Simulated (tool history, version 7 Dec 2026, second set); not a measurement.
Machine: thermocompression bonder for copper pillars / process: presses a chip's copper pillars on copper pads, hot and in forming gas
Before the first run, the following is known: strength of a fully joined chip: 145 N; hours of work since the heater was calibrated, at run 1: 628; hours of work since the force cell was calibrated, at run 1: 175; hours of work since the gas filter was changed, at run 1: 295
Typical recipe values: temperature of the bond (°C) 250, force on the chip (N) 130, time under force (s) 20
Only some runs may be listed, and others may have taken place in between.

run    hour  temperature of the bond (°C)  force on the chip (N)  time under force (s)  hours of work since the heater was calibrated  hours of work since the force cell was calibrated  hours of work since the gas filter was changed  force that shears a chip off (N)
  1     0.0                           250                    130                    20                                            628                                                175                                             295                              72.3
  2    74.8                           250                    130                    20                                            660                                                207                                             327                              72.1
  3   131.1                           250                    130                    20                                            684                                                231                                             351                              72.6
  4   203.4                           250                    130                    20                                            715                                                262                                             382                              71.8
  5   258.1                           263                    130                    20                                            739                                                286                                             406                              80.4
      323.4  -- heater calibrated with a thermocouple chip
  6   331.3                           263                    130                    20                                              3                                                316                                             436                              88.1
      360.9  -- forming gas filter changed
  7   433.9                           250                    130                    58                                             47                                                360                                              31                             108.3
  8   490.3                           250                    130                    58                                             71                                                384                                              56                             110.2
  9   534.8                           250                    130                    58                                             91                                                403                                              75                             108.5
 10   630.6                           250                    175                    20                                            132                                                445                                             116                              95.7
 11   716.2                           250                    130                    20                                            168                                                481                                             153                              79.9
 12   759.7                           250                    130                    20                                            187                                                500                                             171                              79.5
 13   821.3                           250                     84                    20                                            214                                                526                                             198                              57.7
 14   873.2                           250                     84                    20                                            236                                                549                                             220                              57.4
 15   914.5                           226                     84                    20                                            254                                                567                                             238                              43.7
 16   976.3                           226                     84                    20                                            280                                                593                                             264                              43.1
 17  1063.2                           226                     84                    20                                            317                                                630                                             302                              42.8
 18  1133.3                           250                    130                    20                                            348                                                660                                             332                              76.2
 19  1229.2                           277                    130                    20                                            389                                                702                                             373                              94.3
 20  1306.3                           277                    130                    20                                            422                                                735                                             406                              94.0
     1316.8  -- force cell calibrated
 21  1385.0                           231                    146                    20                                            455                                                 29                                             439                              68.8
     1406.9  -- forming gas filter changed
 22  1474.0                           235                    122                    38                                            493                                                 67                                              29                              80.0
 23  1551.2                           272                    128                    19                                            526                                                100                                              62                              90.5
 24  1618.2                           270                     79                    49                                            555                                                129                                              91                              88.6
 25  1662.9                           250                    130                    20                                            574                                                148                                             110                              77.2
 26  1737.0                           250                    130                    20                                            606                                                180                                             142                              76.4
 27  1799.5                           250                    130                    20                                            633                                                207                                             169                              76.0
 28  1897.8                           250                    130                    20                                            675                                                249                                             211                              76.2

Run 29 comes next. What will it give?
     1917.3  -- force cell calibrated, once more
 29  1969.8                           250                    130                    20                                            705                                                 23                                             241                                 ?

{"run 29": {"force that shears a chip off (N)": 72.3}}
Minus the tool's unlogged condition, the same run would have read force that shears a chip off (N) 81.2.
